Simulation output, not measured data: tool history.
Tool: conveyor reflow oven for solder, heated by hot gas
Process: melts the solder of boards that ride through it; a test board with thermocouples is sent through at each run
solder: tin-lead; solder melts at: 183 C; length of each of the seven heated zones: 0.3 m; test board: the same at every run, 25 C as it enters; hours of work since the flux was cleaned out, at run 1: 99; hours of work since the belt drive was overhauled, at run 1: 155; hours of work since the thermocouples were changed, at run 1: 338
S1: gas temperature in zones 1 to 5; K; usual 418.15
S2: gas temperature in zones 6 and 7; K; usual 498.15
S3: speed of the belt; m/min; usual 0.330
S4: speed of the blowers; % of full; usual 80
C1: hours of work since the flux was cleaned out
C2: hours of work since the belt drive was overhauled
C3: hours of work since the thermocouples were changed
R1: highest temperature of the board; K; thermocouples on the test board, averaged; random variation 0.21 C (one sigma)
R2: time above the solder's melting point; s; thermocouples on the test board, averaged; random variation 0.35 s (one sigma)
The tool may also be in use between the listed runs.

run 1 hour=0.0 | S1=418.15 S2=498.15 S3=0.330 S4=80 | C1=99 C2=155 C3=338 | R1=487.05 R2=83.2
run 2 hour=52.2 | S1=418.15 S2=498.15 S3=0.330 S4=80 | C1=137 C2=193 C3=376 | R1=487.75 R2=83.5
run 3 hour=92.4 | S1=418.15 S2=498.15 S3=0.312 S4=80 | C1=166 C2=222 C3=405 | R1=488.05 R2=90.0
run 4 hour=129.3 | S1=408.15 S2=498.15 S3=0.330 S4=80 | C1=193 C2=249 C3=432 | R1=485.25 R2=76.6
run 5 hour=164.9 | S1=408.15 S2=498.15 S3=0.330 S4=80 | C1=219 C2=275 C3=458 | R1=485.15 R2=76.0
run 6 hour=201.7 | S1=418.15 S2=498.15 S3=0.330 S4=80 | C1=246 C2=301 C3=485 | R1=487.05 R2=82.2
run 7 hour=242.0 | S1=418.15 S2=498.15 S3=0.330 S4=80 | C1=275 C2=331 C3=514 | R1=486.85 R2=82.2
-- hour=284.2 flux residue cleaned out of gas plates and filters
run 8 hour=290.7 | S1=418.15 S2=506.15 S3=0.300 S4=80 | C1=5 C2=362 C3=546 | R1=497.15 R2=103.5
run 9 hour=316.7 | S1=405.15 S2=507.15 S3=0.341 S4=73 | C1=24 C2=381 C3=565 | R1=492.35 R2=78.8
run 10 hour=352.1 | S1=418.15 S2=498.15 S3=0.330 S4=57 | C1=49 C2=407 C3=591 | R1=484.55 R2=79.3
run 11 hour=408.5 | S1=418.15 S2=498.15 S3=0.266 S4=80 | C1=90 C2=448 C3=632 | R1=491.65 R2=112.0
-- hour=456.9 thermocouples of zones 6 and 7 changed
run 12 hour=456.9 | S1=418.15 S2=498.15 S3=0.332 S4=80 | C1=124 C2=482 C3=0 | R1=486.75 R2=82.8
run 13 hour=512.8 | S1=418.15 S2=498.15 S3=0.332 S4=80 | C1=165 C2=522 C3=41 | R1=486.35 R2=81.9

Forecast each of these 3 alternatives for the next run:
run A hour=550.9 | S1=423.15 S2=487.15 S3=0.332 S4=61 | C1=192 C2=550 C3=68 | R1=? R2=?
run B hour=550.9 | S1=418.15 S2=498.15 S3=0.330 S4=83 | C1=192 C2=550 C3=68 | R1=? R2=?
run C hour=550.9 | S1=418.15 S2=500.15 S3=0.332 S4=82 | C1=192 C2=550 C3=68 | R1=? R2=?

run=A R1=475.65 R2=69.0
run=B R1=486.65 R2=83.4
run=C R1=488.45 R2=84.1
Without the tool's hidden state the same runs would have given:
run=A R1=476.45 R2=70.6
run=B R1=487.65 R2=84.5
run=C R1=489.45 R2=85.1
